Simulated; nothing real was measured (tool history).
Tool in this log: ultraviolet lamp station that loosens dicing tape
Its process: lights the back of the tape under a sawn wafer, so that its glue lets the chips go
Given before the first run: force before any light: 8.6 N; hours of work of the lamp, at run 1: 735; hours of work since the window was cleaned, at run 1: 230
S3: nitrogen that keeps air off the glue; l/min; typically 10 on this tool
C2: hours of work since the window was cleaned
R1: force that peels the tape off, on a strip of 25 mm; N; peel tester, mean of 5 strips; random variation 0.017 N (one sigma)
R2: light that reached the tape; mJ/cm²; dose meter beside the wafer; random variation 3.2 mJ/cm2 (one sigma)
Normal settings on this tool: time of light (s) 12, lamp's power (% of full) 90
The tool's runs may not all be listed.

Run 1, hour 0: usual settings; hours of work of the lamp 735; C2 230. Result: R1 1.315 N, R2 392 mJ/cm².
Run 2, hour 41.2: usual settings; hours of work of the lamp 755; C2 250. Result: R1 1.337 N, R2 393 mJ/cm².
Run 3, hour 105.2: usual settings; hours of work of the lamp 786; C2 282. Result: R1 1.373 N, R2 387 mJ/cm².
Run 4, hour 178.5: usual settings; hours of work of the lamp 822; C2 317. Result: R1 1.345 N, R2 383 mJ/cm².
Run 5, hour 242.1: usual settings; hours of work of the lamp 853; C2 348. Result: R1 1.416 N, R2 373 mJ/cm².
Run 6, hour 318.4: usual settings; hours of work of the lamp 891; C2 386. Result: R1 1.424 N, R2 370 mJ/cm².
Run 7, hour 355.9: usual settings; hours of work of the lamp 909; C2 404. Result: R1 1.442 N, R2 369 mJ/cm².
Run 8, hour 401.5: usual settings; hours of work of the lamp 931; C2 426. Result: R1 1.464 N, R2 364 mJ/cm².
Run 9, hour 477.3: usual settings; hours of work of the lamp 968; C2 463. Result: R1 1.528 N, R2 359 mJ/cm².
Run 10, hour 539.6: usual settings; hours of work of the lamp 999; C2 494. Result: R1 1.545 N, R2 353 mJ/cm².
At hour 559.7: window cleaned of glue's vapour.
Run 11, hour 576.1: usual settings; hours of work of the lamp 1016; C2 8. Result: R1 1.491 N, R2 372 mJ/cm².
Run 12, hour 628.8: usual settings; hours of work of the lamp 1042; C2 34. Result: R1 1.43 N, R2 360 mJ/cm².
Run 13, hour 673: usual settings; hours of work of the lamp 1063; C2 55. Result: R1 1.531 N, R2 360 mJ/cm².
Run 14, hour 728.8: usual settings; hours of work of the lamp 1091; C2 83. Result: R1 1.521 N, R2 354 mJ/cm².
At hour 785.7: lamp changed.
Run 15, hour 800: usual settings; hours of work of the lamp 7; C2 117. Result: R1 0.823 N, R2 489 mJ/cm².
Run 16, hour 857.2: usual settings; hours of work of the lamp 35; C2 145. Result: R1 0.831 N, R2 491 mJ/cm².
Run 17, hour 911.4: usual settings; hours of work of the lamp 61; C2 171. Result: R1 0.838 N, R2 484 mJ/cm².
Run 18, hour 972.5: usual settings; hours of work of the lamp 91; C2 201. Result: R1 0.886 N, R2 476 mJ/cm².
Run 19, hour 1015: usual settings; hours of work of the lamp 112; C2 222. Result: R1 0.913 N, R2 480 mJ/cm².
Run 20, hour 1058.4: usual settings; hours of work of the lamp 133; C2 243. Result: R1 0.929 N, R2 475 mJ/cm².
Run 21, hour 1132.5: usual settings; hours of work of the lamp 169; C2 279. Result: R1 0.918 N, R2 473 mJ/cm².
Run 22, hour 1180.6: usual settings but lamp's power (% of full) 95, S3 8 l/min; hours of work of the lamp 193; C2 303. Result: R1 1.056 N, R2 489 mJ/cm².
Run 23, hour 1242.5: usual settings but time of light (s) 7, lamp's power (% of full) 95, S3 8 l/min; hours of work of the lamp 223; C2 333. Result: R1 2.401 N, R2 284 mJ/cm².
Run 24, hour 1277.4: usual settings but lamp's power (% of full) 66, S3 4 l/min; hours of work of the lamp 240; C2 350. Result: R1 2.828 N, R2 335 mJ/cm².
Run 25, hour 1357.8: usual settings but lamp's power (% of full) 66, S3 4 l/min; hours of work of the lamp 279; C2 389. Result: R1 2.866 N, R2 333 mJ/cm².
Run 26, hour 1398.8: usual settings but time of light (s) 23, lamp's power (% of full) 69; hours of work of the lamp 299; C2 409. Result: R1 0.468 N, R2 660 mJ/cm².
Run 27, hour 1468: usual settings but time of light (s) 11, lamp's power (% of full) 93, S3 4 l/min; hours of work of the lamp 333; C2 443. Result: R1 2.141 N, R2 418 mJ/cm².
Run 28, hour 1530.1: usual settings but time of light (s) 8, lamp's power (% of full) 75, S3 6 l/min; hours of work of the lamp 364; C2 473. Result: R1 3.12 N, R2 248 mJ/cm².
At hour 1592.3: window cleaned of glue's vapour.
Run 29, hour 1601.2: usual settings but time of light (s) 20, lamp's power (% of full) 75, S3 5 l/min; hours of work of the lamp 398; C2 4. Result: R1 0.952 N, R2 642 mJ/cm².
Run 30, hour 1641.4: usual settings but time of light (s) 20, lamp's power (% of full) 75, S3 5 l/min; hours of work of the lamp 418; C2 24. Result: R1 0.974 N, R2 629 mJ/cm².
Run 31, hour 1685.8: usual settings but time of light (s) 19, lamp's power (% of full) 88; hours of work of the lamp 439; C2 46. Result: R1 0.425 N, R2 693 mJ/cm².
Run 32, hour 1730.5: usual settings but time of light (s) 19, lamp's power (% of full) 88; hours of work of the lamp 461; C2 68. Result: R1 0.433 N, R2 685 mJ/cm².
Run 33, hour 1768.4: usual settings but time of light (s) 19, lamp's power (% of full) 88; hours of work of the lamp 480; C2 86. Result: R1 0.444 N, R2 688 mJ/cm².
Run 34, hour 1820.6: usual settings but time of light (s) 9, lamp's power (% of full) 65; hours of work of the lamp 505; C2 112. Result: R1 2.58 N, R2 235 mJ/cm².
Run 35, hour 1900.3: usual settings but time of light (s) 19, S3 9 l/min; hours of work of the lamp 544; C2 150. Result: R1 0.482 N, R2 683 mJ/cm².
Run 36, hour 1979.5: usual settings but time of light (s) 19, S3 5 l/min; hours of work of the lamp 583; C2 189. Result: R1 0.856 N, R2 670 mJ/cm².
Run 37, hour 2058.7: usual settings but time of light (s) 11, lamp's power (% of full) 89, S3 7 l/min; hours of work of the lamp 621; C2 228. Result: R1 1.774 N, R2 381 mJ/cm².
Run 38, hour 2111.6: usual settings but time of light (s) 11, lamp's power (% of full) 89, S3 9 l/min; hours of work of the lamp 647; C2 254. Result: R1 1.518 N, R2 377 mJ/cm².
Run 39, hour 2147.5: usual settings but time of light (s) 11, lamp's power (% of full) 89, S3 9 l/min; hours of work of the lamp 665; C2 271. Result: R1 1.548 N, R2 374 mJ/cm².
Run 40, hour 2181.8: usual settings but time of light (s) 11, lamp's power (% of full) 89, S3 9 l/min; hours of work of the lamp 682; C2 288. Result: R1 1.536 N, R2 369 mJ/cm².
Run 41, hour 2240.1: usual settings but time of light (s) 10, lamp's power (% of full) 85, S3 14 l/min; hours of work of the lamp 710; C2 316. Result: R1 1.47 N, R2 317 mJ/cm².
Run 42, hour 2317.7: usual settings but time of light (s) 10, lamp's power (% of full) 85, S3 14 l/min; hours of work of the lamp 748; C2 354. Result: R1 1.455 N, R2 312 mJ/cm².

Across each entry between runs, compare the hidden state at the last listed run before it with the hidden state at the first listed run after it:
In the gap between runs 10 and 11: window cleaned of glue's vapour (hour 559.7)
  lamp's light, % of a new lamp's: 73.1 -> 72.7; light that the window lets through, % of a clean one's: 95.5 -> 99.4
  the result without the hidden state subtracted from the measured one, R1: +0.738 -> +0.668 N; R2: -153 -> -143 mJ/cm²
In the gap between runs 14 and 15: lamp changed (hour 785.7)
  lamp's light, % of a new lamp's: 70.9 -> 99.3; light that the window lets through, % of a clean one's: 98.8 -> 98.5
  the result without the hidden state subtracted from the measured one, R1: +0.727 -> +0.035 N; R2: -151 -> -11 mJ/cm²
In the gap between runs 28 and 29: window cleaned of glue's vapour (hour 1592.3)
  lamp's light, % of a new lamp's: 90.8 -> 90; light that the window lets through, % of a clean one's: 95.7 -> 99.6
  the result without the hidden state subtracted from the measured one, R1: +0.416 -> +0.183 N; R2: -37 -> -74 mJ/cm²
